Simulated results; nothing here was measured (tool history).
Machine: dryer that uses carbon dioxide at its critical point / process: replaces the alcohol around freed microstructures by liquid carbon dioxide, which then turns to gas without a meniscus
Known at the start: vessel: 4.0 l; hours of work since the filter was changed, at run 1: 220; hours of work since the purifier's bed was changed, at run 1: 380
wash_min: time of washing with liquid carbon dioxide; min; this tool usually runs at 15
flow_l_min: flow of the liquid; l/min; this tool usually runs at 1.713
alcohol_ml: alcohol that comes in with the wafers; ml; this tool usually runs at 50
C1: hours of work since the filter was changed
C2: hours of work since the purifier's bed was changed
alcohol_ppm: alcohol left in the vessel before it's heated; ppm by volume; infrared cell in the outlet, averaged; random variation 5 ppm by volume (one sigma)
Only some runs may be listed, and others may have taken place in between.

Run 1, hour 0: usual settings; C1 220; C2 380. Result: alcohol_ppm 234 ppm by volume.
Run 2, hour 14.7: usual settings but flow_l_min 2.49 l/min; C1 229; C2 390. Result: alcohol_ppm 181 ppm by volume.
Run 3, hour 38.1: usual settings but flow_l_min 2.49 l/min; C1 245; C2 405. Result: alcohol_ppm 176 ppm by volume.
Run 4, hour 63.7: usual settings but flow_l_min 2.49 l/min; C1 261; C2 422. Result: alcohol_ppm 197 ppm by volume.
Run 5, hour 83.8: usual settings but flow_l_min 2.49 l/min; C1 275; C2 435. Result: alcohol_ppm 201 ppm by volume.
Run 6, hour 101.4: usual settings but flow_l_min 2.49 l/min; C1 286; C2 447. Result: alcohol_ppm 197 ppm by volume.
Run 7, hour 128.6: usual settings but flow_l_min 2.49 l/min; C1 304; C2 465. Result: alcohol_ppm 212 ppm by volume.
Run 8, hour 140.5: usual settings but flow_l_min 2.49 l/min, alcohol_ml 29 ml; C1 312; C2 473. Result: alcohol_ppm 219 ppm by volume.
Run 9, hour 168.5: usual settings; C1 330; C2 491. Result: alcohol_ppm 289 ppm by volume.
Run 10, hour 184.2: usual settings; C1 341; C2 501. Result: alcohol_ppm 318 ppm by volume.
Run 11, hour 204.1: usual settings but alcohol_ml 33 ml; C1 354; C2 515. Result: alcohol_ppm 287 ppm by volume.
Run 12, hour 225.7: usual settings but wash_min 11 min; C1 368; C2 529. Result: alcohol_ppm 569 ppm by volume.
Run 13, hour 241.8: usual settings but wash_min 11 min, alcohol_ml 88 ml; C1 379; C2 539. Result: alcohol_ppm 865 ppm by volume.
Run 14, hour 267.4: usual settings but wash_min 11 min, alcohol_ml 88 ml; C1 395; C2 556. Result: alcohol_ppm 879 ppm by volume.
Run 15, hour 288.6: usual settings but wash_min 11 min, alcohol_ml 88 ml; C1 409; C2 570. Result: alcohol_ppm 909 ppm by volume.
Run 16, hour 315: usual settings but alcohol_ml 46 ml; C1 427; C2 587. Result: alcohol_ppm 348 ppm by volume.
At hour 318.1: inlet filter changed.
Run 17, hour 331.1: usual settings but wash_min 10 min; C1 9; C2 597. Result: alcohol_ppm 534 ppm by volume.
Run 18, hour 356.2: usual settings but wash_min 10 min; C1 25; C2 614. Result: alcohol_ppm 568 ppm by volume.
Run 19, hour 373.5: usual settings but wash_min 10 min; C1 36; C2 625. Result: alcohol_ppm 571 ppm by volume.
Run 20, hour 393.5: usual settings but wash_min 10 min, alcohol_ml 36 ml; C1 50; C2 638. Result: alcohol_ppm 501 ppm by volume.
Run 21, hour 417.5: usual settings but wash_min 10 min, alcohol_ml 36 ml; C1 65; C2 654. Result: alcohol_ppm 516 ppm by volume.
Run 22, hour 432: usual settings but wash_min 10 min, alcohol_ml 36 ml; C1 75; C2 664. Result: alcohol_ppm 506 ppm by volume.
Run 23, hour 451.1: usual settings but wash_min 10 min, alcohol_ml 36 ml; C1 88; C2 676. Result: alcohol_ppm 527 ppm by volume.
Run 24, hour 470.4: usual settings but wash_min 10 min, flow_l_min 2.8 l/min; C1 100; C2 689. Result: alcohol_ppm 324 ppm by volume.
Run 25, hour 491: usual settings but wash_min 10 min, flow_l_min 2.8 l/min; C1 114; C2 703. Result: alcohol_ppm 325 ppm by volume.
At hour 500.1: purifier's bed changed.
Run 26, hour 514.3: usual settings but wash_min 10 min, flow_l_min 2.8 l/min; C1 127; C2 9. Result: alcohol_ppm 36 ppm by volume.
Run 27, hour 531.5: usual settings but flow_l_min 1.15 l/min, alcohol_ml 24 ml; C1 138; C2 21. Result: alcohol_ppm 200 ppm by volume.
Run 28, hour 543.6: usual settings but flow_l_min 1.15 l/min, alcohol_ml 24 ml; C1 146; C2 29. Result: alcohol_ppm 203 ppm by volume.
Run 29, hour 558.3: usual settings but flow_l_min 1.15 l/min, alcohol_ml 24 ml; C1 156; C2 38. Result: alcohol_ppm 198 ppm by volume.
Run 30, hour 571.9: usual settings but wash_min 17 min; C1 165; C2 47. Result: alcohol_ppm 56 ppm by volume.
Run 31, hour 597.9: usual settings but wash_min 17 min, flow_l_min 1.68 l/min; C1 182; C2 64. Result: alcohol_ppm 67 ppm by volume.
Run 32, hour 617.8: usual settings but wash_min 17 min, flow_l_min 1.68 l/min; C1 195; C2 77. Result: alcohol_ppm 73 ppm by volume.
Run 33, hour 630.4: usual settings but wash_min 19 min, flow_l_min 1.6 l/min; C1 203; C2 86. Result: alcohol_ppm 65 ppm by volume.
Run 34, hour 658: usual settings but wash_min 9 min, flow_l_min 1.6 l/min, alcohol_ml 30 ml; C1 222; C2 104. Result: alcohol_ppm 480 ppm by volume.
Run 35, hour 680.5: usual settings but wash_min 10 min, flow_l_min 1.62 l/min, alcohol_ml 95 ml; C1 236; C2 119. Result: alcohol_ppm 997 ppm by volume.
Run 36, hour 698.4: usual settings but flow_l_min 1.49 l/min, alcohol_ml 22 ml; C1 248; C2 130. Result: alcohol_ppm 128 ppm by volume.
Run 37, hour 725.7: usual settings but wash_min 11 min, flow_l_min 2.84 l/min, alcohol_ml 21 ml; C1 266; C2 148. Result: alcohol_ppm 91 ppm by volume.
Run 38, hour 744: usual settings but flow_l_min 1.27 l/min, alcohol_ml 78 ml; C1 278; C2 160. Result: alcohol_ppm 592 ppm by volume.
Run 39, hour 766.2: usual settings but flow_l_min 1.27 l/min, alcohol_ml 78 ml; C1 293; C2 175. Result: alcohol_ppm 605 ppm by volume.
Run 40, hour 784.7: usual settings but wash_min 12 min, flow_l_min 1.99 l/min, alcohol_ml 49 ml; C1 305; C2 187. Result: alcohol_ppm 200 ppm by volume.
Run 41, hour 801.5: usual settings but wash_min 12 min, flow_l_min 1.99 l/min, alcohol_ml 49 ml; C1 316; C2 198. Result: alcohol_ppm 209 ppm by volume.
Run 42, hour 821.2: usual settings but flow_l_min 1.25 l/min, alcohol_ml 110 ml; C1 329; C2 211. Result: alcohol_ppm 950 ppm by volume.
Run 43, hour 843.3: usual settings but wash_min 22 min, flow_l_min 1.07 l/min, alcohol_ml 31 ml; C1 343; C2 226. Result: alcohol_ppm 199 ppm by volume.
Run 44, hour 865.7: usual settings but wash_min 17 min, flow_l_min 1.67 l/min, alcohol_ml 44 ml; C1 358; C2 240. Result: alcohol_ppm 163 ppm by volume.
Run 45, hour 893: usual settings but wash_min 23 min, flow_l_min 2.28 l/min, alcohol_ml 44 ml; C1 376; C2 258. Result: alcohol_ppm 116 ppm by volume.
Run 46, hour 913.8: usual settings but wash_min 23 min, flow_l_min 2.28 l/min, alcohol_ml 44 ml; C1 390; C2 272. Result: alcohol_ppm 118 ppm by volume.

Each row is a separate what-if for the run after 46, all from the same tool condition, not one after another. Results?
Run A, hour 934.9: usual settings but wash_min 23 min, flow_l_min 2.31 l/min, alcohol_ml 44 ml; C1 404; C2 286. Result: alcohol_ppm ?.
Run B, hour 934.9: usual settings but wash_min 13 min, flow_l_min 2.15 l/min, alcohol_ml 25 ml; C1 404; C2 286. Result: alcohol_ppm ?.
Run C, hour 934.9: usual settings but flow_l_min 1.04 l/min, alcohol_ml 111 ml; C1 404; C2 286. Result: alcohol_ppm ?.
Run D, hour 934.9: usual settings but flow_l_min 2.84 l/min, alcohol_ml 49 ml; C1 404; C2 286. Result: alcohol_ppm ?.
Run E, hour 934.9: usual settings but wash_min 9 min, flow_l_min 2.4 l/min, alcohol_ml 29 ml; C1 404; C2 286. Result: alcohol_ppm ?.

run  alcohol_ppm
  A          122
  B          168
  C         1828
  D          124
  E          250
The same runs, with their run-to-run variation unchanged, on a tool lacking any hidden condition would have given:
run  alcohol_ppm
  A            0
  B           22
  C          949
  D            0
  E           56

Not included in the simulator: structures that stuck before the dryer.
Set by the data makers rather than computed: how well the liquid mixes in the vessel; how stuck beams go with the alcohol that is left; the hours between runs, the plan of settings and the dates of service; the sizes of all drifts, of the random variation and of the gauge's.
